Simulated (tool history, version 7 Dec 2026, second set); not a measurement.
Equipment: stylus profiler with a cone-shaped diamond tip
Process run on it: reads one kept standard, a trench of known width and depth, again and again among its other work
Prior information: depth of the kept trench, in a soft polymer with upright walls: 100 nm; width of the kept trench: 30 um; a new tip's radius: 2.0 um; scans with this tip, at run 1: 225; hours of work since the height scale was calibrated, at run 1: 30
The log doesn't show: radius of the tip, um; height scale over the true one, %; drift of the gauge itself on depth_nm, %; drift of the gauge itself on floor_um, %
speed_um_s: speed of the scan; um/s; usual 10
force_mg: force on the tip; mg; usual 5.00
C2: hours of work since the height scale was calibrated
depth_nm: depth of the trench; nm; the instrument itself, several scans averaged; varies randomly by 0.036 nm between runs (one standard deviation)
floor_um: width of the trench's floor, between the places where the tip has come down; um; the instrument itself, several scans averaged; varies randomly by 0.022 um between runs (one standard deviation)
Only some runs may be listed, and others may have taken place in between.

Run 1, hour 0.0: usual settings; scans with this tip 225; C2 30. Result: depth_nm 102.16 nm, floor_um 28.71 um.
Run 2, hour 27.8: usual settings but speed_um_s 5 um/s; scans with this tip 375; C2 49. Result: depth_nm 102.02 nm, floor_um 28.75 um.
Run 3, hour 41.6: usual settings but speed_um_s 5 um/s; scans with this tip 450; C2 59. Result: depth_nm 102.08 nm, floor_um 28.75 um.
Run 4, hour 68.8: usual settings but force_mg 2.82 mg; scans with this tip 597; C2 78. Result: depth_nm 101.49 nm, floor_um 28.71 um.
Run 5, hour 84.3: usual settings but force_mg 2.82 mg; scans with this tip 681; C2 90. Result: depth_nm 101.43 nm, floor_um 28.73 um.
Run 6, hour 108.9: usual settings but force_mg 4.36 mg; scans with this tip 814; C2 107. Result: depth_nm 101.97 nm, floor_um 28.72 um.
Run 7, hour 126.4: usual settings but force_mg 4.36 mg; scans with this tip 908; C2 119. Result: depth_nm 102.00 nm, floor_um 28.73 um.
At hour 129.3: height scale calibrated on a step standard.
Run 8, hour 146.0: usual settings but force_mg 4.36 mg; scans with this tip 1012; C2 12. Result: depth_nm 102.01 nm, floor_um 28.67 um.
Run 9, hour 165.9: usual settings but force_mg 4.36 mg; scans with this tip 1119; C2 26. Result: depth_nm 102.04 nm, floor_um 28.73 um.
Run 10, hour 183.4: usual settings but force_mg 4.36 mg; scans with this tip 1214; C2 39. Result: depth_nm 101.95 nm, floor_um 28.73 um.

Consider 3 possible next runs. They are alternatives, not a sequence: every one starts from the tool as it was left by run 10. What does each give?
Run A, hour 200.4: usual settings but speed_um_s 16 um/s, force_mg 4.36 mg; scans with this tip 1306; C2 51. Result: depth_nm ?, floor_um ?.
Run B, hour 200.4: usual settings but speed_um_s 3 um/s, force_mg 5.49 mg; scans with this tip 1306; C2 51. Result: depth_nm ?, floor_um ?.
Run C, hour 200.4: usual settings but force_mg 5.30 mg; scans with this tip 1306; C2 51. Result: depth_nm ?, floor_um ?.

run  depth_nm  floor_um
  A    102.03     28.72
  B    102.27     28.74
  C    102.32     28.72
Take away the tool's hidden state, keep each run's random variation, and the runs would have read:
run  depth_nm  floor_um
  A    101.93     28.73
  B    102.17     28.74
  C    102.22     28.72
